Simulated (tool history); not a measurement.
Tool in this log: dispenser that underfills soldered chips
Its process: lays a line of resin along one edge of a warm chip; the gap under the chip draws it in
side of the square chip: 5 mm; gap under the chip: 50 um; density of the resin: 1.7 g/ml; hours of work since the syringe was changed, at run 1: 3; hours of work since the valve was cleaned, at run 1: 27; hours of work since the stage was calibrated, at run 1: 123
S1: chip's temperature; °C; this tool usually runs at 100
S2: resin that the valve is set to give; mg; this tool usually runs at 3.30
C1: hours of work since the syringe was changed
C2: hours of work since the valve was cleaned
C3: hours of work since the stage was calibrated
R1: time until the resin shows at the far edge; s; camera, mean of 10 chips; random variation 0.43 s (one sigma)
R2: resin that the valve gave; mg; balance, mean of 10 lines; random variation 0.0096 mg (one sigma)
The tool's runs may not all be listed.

run	day	S1	S2	C1	C2	C3	R1	R2
1	0.000	100	3.30	3	27	123	37.2	3.263
2	0.246	110	3.30	7	31	126	28.7	3.254
3	0.538	110	3.30	11	35	131	35.3	3.244
# day 0.588: new syringe of resin
4	0.800	110	3.30	3	39	134	24.6	3.258
5	1.038	110	3.30	7	42	138	29.3	3.249
6	1.321	101	3.30	11	47	142	51.1	3.240
# day 1.404: new syringe of resin
7	1.554	101	3.30	2	50	146	34.4	3.217
8	1.825	108	3.30	6	54	150	31.0	3.248
9	2.133	100	3.30	11	58	154	51.5	3.225
# day 2.238: new syringe of resin
10	2.304	100	3.30	1	61	156	32.7	3.249
11	2.500	112	3.20	4	64	159	22.9	3.127
12	2.654	104	4.05	6	66	162	34.6	3.952
13	2.921	104	3.91	10	70	166	40.7	3.814
# day 3.058: new syringe of resin
14	3.208	104	3.02	2	74	170	30.1	2.920
15	3.371	103	3.30	5	76	172	34.9	3.204
16	3.671	96	3.93	9	81	177	54.6	3.808
17	3.825	96	3.24	11	83	179	62.4	3.133
# day 3.879: new syringe of resin
18	4.062	97	3.00	3	87	182	41.4	2.908
19	4.379	97	3.13	7	91	187	51.9	3.024

Each row is a separate what-if for the run after 19, all from the same tool condition, not one after another. Results?
A	4.608	95	3.12	11	95	190	?	?
B	4.608	113	3.30	11	95	190	?	?
C	4.608	86	3.40	11	95	190	?	?

run	R1	R2
A	66.6	3.028
B	30.9	3.190
C	97.4	3.281
The same runs, with their run-to-run variation unchanged, on a tool lacking any hidden condition would have given:
run	R1	R2
A	39.4	3.130
B	18.4	3.298
C	57.4	3.392
